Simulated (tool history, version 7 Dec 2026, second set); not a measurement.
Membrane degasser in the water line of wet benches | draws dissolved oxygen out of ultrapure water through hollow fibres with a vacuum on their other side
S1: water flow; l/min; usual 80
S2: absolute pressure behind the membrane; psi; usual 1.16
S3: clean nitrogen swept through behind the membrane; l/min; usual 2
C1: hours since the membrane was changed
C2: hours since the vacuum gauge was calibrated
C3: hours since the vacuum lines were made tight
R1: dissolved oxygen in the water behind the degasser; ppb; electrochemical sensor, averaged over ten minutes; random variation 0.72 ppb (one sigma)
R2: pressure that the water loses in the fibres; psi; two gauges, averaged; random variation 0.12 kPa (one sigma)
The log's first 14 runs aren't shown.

| run | hour | S1 | S2 | S3 | C1 | C2 | C3 | R1 | R2 |
|---|---|---|---|---|---|---|---|---|---|
| 15 | 942.5 | 80 | 1.16 | 2 | 3190 | 1261 | 6136 | 390.2 | 4.943 |
| 16 | 993.7 | 80 | 0.999 | 2 | 3241 | 1312 | 6187 | 307.7 | 4.924 |
| 17 | 1059.2 | 80 | 0.999 | 1.14 | 3307 | 1377 | 6252 | 454 | 4.933 |
| 18 | 1114.1 | 82 | 0.999 | 5.05 | 3362 | 1432 | 6307 | 156.6 | 5.068 |
| 19 | 1168.8 | 82 | 0.999 | 5.05 | 3417 | 1487 | 6362 | 156.4 | 5.075 |
| 20 | 1241.3 | 97 | 2.45 | 1.26 | 3489 | 1559 | 6435 | 1566.1 | 5.993 |
| 21 | 1299.4 | 61 | 1.16 | 0.92 | 3547 | 1617 | 6493 | 546.8 | 3.794 |
| 22 | 1348.9 | 125 | 1.249 | 0.8 | 3597 | 1667 | 6542 | 1043.4 | 7.702 |
| 23 | 1412.2 | 65 | 1.16 | 3.71 | 3660 | 1730 | 6605 | 199 | 4.038 |
| 24 | 1476.3 | 69 | 1.223 | 4.34 | 3724 | 1794 | 6670 | 201.2 | 4.271 |
| 25 | 1555.9 | 55 | 0.753 | 2.96 | 3804 | 1874 | 6749 | 91.6 | 3.398 |
| 26 | 1598.8 | 55 | 2.741 | 2.96 | 3847 | 1917 | 6792 | 621.4 | 3.366 |
| 27 | 1648.5 | 57 | 2.801 | 2 | 3896 | 1967 | 6842 | 897.5 | 3.548 |
| 28 | 1709.7 | 109 | 0.866 | 3.38 | 3957 | 2028 | 6903 | 224.8 | 6.743 |
| 29 | 1799.2 | 80 | 0.94 | 2 | 4047 | 2117 | 6992 | 278.7 | 4.975 |
| 30 | 1853.9 | 80 | 0.94 | 1.61 | 4102 | 2172 | 7047 | 323.8 | 4.956 |
| 31 | 1938.7 | 52 | 1.02 | 3.34 | 4186 | 2257 | 7132 | 143.1 | 3.213 |

Forecast each of these 3 alternatives for the next run:
| A | 2003.1 | 80 | 1.16 | 4.65 | 4251 | 2321 | 7196 | ? | ? |
| B | 2003.1 | 90 | 2.661 | 0.83 | 4251 | 2321 | 7196 | ? | ? |
| C | 2003.1 | 63 | 1.02 | 1.72 | 4251 | 2321 | 7196 | ? | ? |

| run | R1 | R2 |
|---|---|---|
| A | 204.9 | 4.965 |
| B | 2062 | 5.588 |
| C | 291.8 | 3.906 |
Without the tool's hidden state the same runs would have given:
| run | R1 | R2 |
|---|---|---|
| A | 201.7 | 4.883 |
| B | 2063 | 5.498 |
| C | 288.8 | 3.843 |
